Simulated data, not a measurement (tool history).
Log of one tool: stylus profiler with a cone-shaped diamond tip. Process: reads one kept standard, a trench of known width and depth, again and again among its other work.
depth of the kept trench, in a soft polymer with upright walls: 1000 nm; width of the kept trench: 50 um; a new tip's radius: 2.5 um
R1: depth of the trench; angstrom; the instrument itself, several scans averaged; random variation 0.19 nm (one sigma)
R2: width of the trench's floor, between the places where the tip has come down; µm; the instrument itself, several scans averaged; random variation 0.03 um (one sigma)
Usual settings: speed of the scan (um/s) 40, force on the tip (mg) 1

Run 1, hour 0: usual settings. Result: R1 10014.7 angstrom, R2 43.78 µm.
Run 2, hour 71: usual settings. Result: R1 10011.5 angstrom, R2 43.67 µm.
Run 3, hour 164.3: usual settings. Result: R1 10010.8 angstrom, R2 43.65 µm.
Run 4, hour 227.6: usual settings. Result: R1 10011.7 angstrom, R2 43.58 µm.
Run 5, hour 287.1: usual settings but speed of the scan (um/s) 41. Result: R1 10012.3 angstrom, R2 43.55 µm.
Run 6, hour 335.1: usual settings but speed of the scan (um/s) 41. Result: R1 10008.7 angstrom, R2 43.44 µm.
Run 7, hour 396: usual settings but speed of the scan (um/s) 41. Result: R1 10011.3 angstrom, R2 43.43 µm.
Run 8, hour 496.6: usual settings. Result: R1 10006.8 angstrom, R2 43.34 µm.
Run 9, hour 598.8: usual settings. Result: R1 10007.5 angstrom, R2 43.38 µm.
At hour 628.8: new tip fitted, height scale calibrated.
Run 10, hour 684.2: usual settings but force on the tip (mg) 2.34. Result: R1 10063.8 angstrom, R2 45.66 µm.
Run 11, hour 764.2: usual settings. Result: R1 10033.2 angstrom, R2 45.52 µm.
Run 12, hour 833: usual settings. Result: R1 10031.9 angstrom, R2 45.47 µm.
Run 13, hour 939.5: usual settings. Result: R1 10028.7 angstrom, R2 45.34 µm.
Run 14, hour 1034.9: usual settings. Result: R1 10029.7 angstrom, R2 45.23 µm.
Run 15, hour 1138.4: usual settings but speed of the scan (um/s) 17. Result: R1 10027.4 angstrom, R2 45.29 µm.
Run 16, hour 1196: usual settings but speed of the scan (um/s) 17. Result: R1 10027.5 angstrom, R2 45.15 µm.
Run 17, hour 1252.9: usual settings but speed of the scan (um/s) 17. Result: R1 10024 angstrom, R2 45.13 µm.
Run 18, hour 1352.2: usual settings. Result: R1 10028.8 angstrom, R2 44.89 µm.
Run 19, hour 1417.8: usual settings but speed of the scan (um/s) 35. Result: R1 10029.6 angstrom, R2 44.86 µm.
Run 20, hour 1514.5: usual settings but speed of the scan (um/s) 35. Result: R1 10026.2 angstrom, R2 44.77 µm.
At hour 1523.3: height scale calibrated on a step standard.
Run 21, hour 1607.7: usual settings but speed of the scan (um/s) 35. Result: R1 10018.6 angstrom, R2 44.69 µm.
Run 22, hour 1692.2: usual settings but speed of the scan (um/s) 35. Result: R1 10022.5 angstrom, R2 44.54 µm.
Run 23, hour 1780.5: usual settings but speed of the scan (um/s) 35. Result: R1 10018.4 angstrom, R2 44.51 µm.
Run 24, hour 1872.9: usual settings but speed of the scan (um/s) 35. Result: R1 10018.3 angstrom, R2 44.42 µm.
Run 25, hour 1930.8: usual settings but speed of the scan (um/s) 35. Result: R1 10016.3 angstrom, R2 44.37 µm.
Run 26, hour 2011.5: usual settings but speed of the scan (um/s) 132, force on the tip (mg) 2.63. Result: R1 10047.2 angstrom, R2 44.02 µm.
Run 27, hour 2107.6: usual settings but speed of the scan (um/s) 30, force on the tip (mg) 0.63. Result: R1 10003.6 angstrom, R2 44.16 µm.
At hour 2154.3: height scale calibrated on a step standard, once more.
Run 28, hour 2185.4: usual settings but speed of the scan (um/s) 133, force on the tip (mg) 2.19. Result: R1 10061.2 angstrom, R2 43.78 µm.
Run 29, hour 2253.5: usual settings but speed of the scan (um/s) 23, force on the tip (mg) 0.62. Result: R1 10026 angstrom, R2 44.03 µm.
Run 30, hour 2354.4: usual settings but speed of the scan (um/s) 23, force on the tip (mg) 0.62. Result: R1 10024.7 angstrom, R2 43.99 µm.
Run 31, hour 2426.5: usual settings but speed of the scan (um/s) 23, force on the tip (mg) 0.62. Result: R1 10022.3 angstrom, R2 43.89 µm.
Run 32, hour 2495.1: usual settings but speed of the scan (um/s) 19. Result: R1 10032.3 angstrom, R2 43.91 µm.
Run 33, hour 2555: usual settings but speed of the scan (um/s) 19. Result: R1 10032.3 angstrom, R2 43.84 µm.
Run 34, hour 2602.4: usual settings but speed of the scan (um/s) 19. Result: R1 10030.8 angstrom, R2 43.82 µm.
Run 35, hour 2708: usual settings but speed of the scan (um/s) 19. Result: R1 10031.8 angstrom, R2 43.78 µm.
Run 36, hour 2798.6: usual settings but speed of the scan (um/s) 19, force on the tip (mg) 0.91. Result: R1 10026.6 angstrom, R2 43.66 µm.
Run 37, hour 2842.7: usual settings but speed of the scan (um/s) 20, force on the tip (mg) 0.92. Result: R1 10027.8 angstrom, R2 43.58 µm.
Run 38, hour 2912.5: usual settings but speed of the scan (um/s) 21, force on the tip (mg) 0.92. Result: R1 10028.2 angstrom, R2 43.52 µm.
Run 39, hour 2992.4: usual settings but speed of the scan (um/s) 22. Result: R1 10027.5 angstrom, R2 43.48 µm.
Run 40, hour 3087.7: usual settings but speed of the scan (um/s) 12, force on the tip (mg) 0.76. Result: R1 10022.8 angstrom, R2 43.48 µm.
Run 41, hour 3155.2: usual settings but speed of the scan (um/s) 70, force on the tip (mg) 1.59. Result: R1 10038 angstrom, R2 43.17 µm.
At hour 3216.4: new tip fitted, height scale calibrated.
Run 42, hour 3232.5: usual settings but speed of the scan (um/s) 62, force on the tip (mg) 0.94. Result: R1 10034.4 angstrom, R2 45.76 µm.
Run 43, hour 3300: usual settings but speed of the scan (um/s) 17, force on the tip (mg) 1.21. Result: R1 10040.9 angstrom, R2 45.87 µm.

Forecast each of these 3 alternatives for the next run:
Run A, hour 3356.4: usual settings but speed of the scan (um/s) 17, force on the tip (mg) 0.76. Result: R1 ?, R2 ?.
Run B, hour 3356.4: usual settings but speed of the scan (um/s) 36, force on the tip (mg) 1.94. Result: R1 ?, R2 ?.
Run C, hour 3356.4: usual settings but speed of the scan (um/s) 39, force on the tip (mg) 0.56. Result: R1 ?, R2 ?.

run       R1     R2
  A  10028.5  45.75
  B  10049.8  45.77
  C  10019.9  45.55
Without the tool's hidden state the same runs would have given:
run       R1     R2
  A    10032  45.84
  B  10053.3  45.87
  C  10023.4  45.65
